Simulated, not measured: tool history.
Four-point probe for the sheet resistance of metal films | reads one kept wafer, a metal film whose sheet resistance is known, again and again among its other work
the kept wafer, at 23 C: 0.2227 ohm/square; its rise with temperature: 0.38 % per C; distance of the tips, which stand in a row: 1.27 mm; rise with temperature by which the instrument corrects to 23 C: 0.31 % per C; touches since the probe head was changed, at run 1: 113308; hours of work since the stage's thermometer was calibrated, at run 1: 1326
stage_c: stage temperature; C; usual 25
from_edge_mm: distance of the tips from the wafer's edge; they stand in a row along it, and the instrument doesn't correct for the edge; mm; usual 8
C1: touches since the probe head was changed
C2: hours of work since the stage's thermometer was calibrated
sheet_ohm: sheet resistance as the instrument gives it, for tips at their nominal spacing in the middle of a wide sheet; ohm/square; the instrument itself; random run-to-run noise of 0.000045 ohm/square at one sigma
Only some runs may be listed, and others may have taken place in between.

run 1 day=0.000 | stage_c=25 from_edge_mm=8 | C1=113308 C2=1326 | sheet_ohm=0.225921
run 2 day=1.767 | stage_c=25 from_edge_mm=8 | C1=116161 C2=1360 | sheet_ohm=0.226029
run 3 day=2.938 | stage_c=25 from_edge_mm=8 | C1=118056 C2=1382 | sheet_ohm=0.225955
run 4 day=4.725 | stage_c=25 from_edge_mm=8 | C1=120948 C2=1416 | sheet_ohm=0.226021
run 5 day=6.767 | stage_c=25 from_edge_mm=8 | C1=124247 C2=1454 | sheet_ohm=0.226090
run 6 day=7.975 | stage_c=25 from_edge_mm=5 | C1=126202 C2=1477 | sheet_ohm=0.230457
run 7 day=8.942 | stage_c=25 from_edge_mm=5 | C1=127763 C2=1496 | sheet_ohm=0.230405
run 8 day=10.450 | stage_c=25 from_edge_mm=58 | C1=130202 C2=1524 | sheet_ohm=0.223013
run 9 day=12.475 | stage_c=25 from_edge_mm=58 | C1=133481 C2=1563 | sheet_ohm=0.223083
run 10 day=13.825 | stage_c=25 from_edge_mm=58 | C1=135659 C2=1588 | sheet_ohm=0.223069
run 11 day=15.617 | stage_c=25 from_edge_mm=9 | C1=138557 C2=1622 | sheet_ohm=0.225409
run 12 day=17.296 | stage_c=25 from_edge_mm=8 | C1=141272 C2=1654 | sheet_ohm=0.225944
run 13 day=19.225 | stage_c=24 from_edge_mm=19 | C1=144390 C2=1690 | sheet_ohm=0.223463
run 14 day=20.971 | stage_c=24 from_edge_mm=19 | C1=147212 C2=1723 | sheet_ohm=0.223368
run 15 day=22.346 | stage_c=23 from_edge_mm=24 | C1=149438 C2=1749 | sheet_ohm=0.223036
run 16 day=23.312 | stage_c=24 from_edge_mm=3 | C1=151004 C2=1768 | sheet_ohm=0.242265
-- day=24.167 stage's thermometer calibrated
-- day=25.050 new probe head fitted
run 17 day=25.133 | stage_c=20 from_edge_mm=23 | C1=134 C2=18 | sheet_ohm=0.222627
run 18 day=26.912 | stage_c=33 from_edge_mm=47 | C1=3009 C2=51 | sheet_ohm=0.224188
run 19 day=28.725 | stage_c=24 from_edge_mm=8 | C1=5941 C2=85 | sheet_ohm=0.225865
run 20 day=29.625 | stage_c=24 from_edge_mm=8 | C1=7394 C2=102 | sheet_ohm=0.225886
run 21 day=31.004 | stage_c=19 from_edge_mm=8 | C1=9627 C2=129 | sheet_ohm=0.225133
run 22 day=32.042 | stage_c=25 from_edge_mm=8 | C1=11302 C2=148 | sheet_ohm=0.226052
run 23 day=33.708 | stage_c=25 from_edge_mm=8 | C1=13999 C2=180 | sheet_ohm=0.226029
run 24 day=35.283 | stage_c=25 from_edge_mm=6 | C1=16543 C2=210 | sheet_ohm=0.228291

Predict each of these 3 candidate next runs independently; none follows another, all start after run 24:
run A day=37.288 | stage_c=25 from_edge_mm=6 | C1=19785 C2=248 | sheet_ohm=?
run B day=37.288 | stage_c=25 from_edge_mm=49 | C1=19785 C2=248 | sheet_ohm=?
run C day=37.288 | stage_c=20 from_edge_mm=64 | C1=19785 C2=248 | sheet_ohm=?

run=A sheet_ohm=0.228291
run=B sheet_ohm=0.223151
run=C sheet_ohm=0.222386
With no hidden state in the tool, these same runs would have given:
run=A sheet_ohm=0.228271
run=B sheet_ohm=0.223131
run=C sheet_ohm=0.222367

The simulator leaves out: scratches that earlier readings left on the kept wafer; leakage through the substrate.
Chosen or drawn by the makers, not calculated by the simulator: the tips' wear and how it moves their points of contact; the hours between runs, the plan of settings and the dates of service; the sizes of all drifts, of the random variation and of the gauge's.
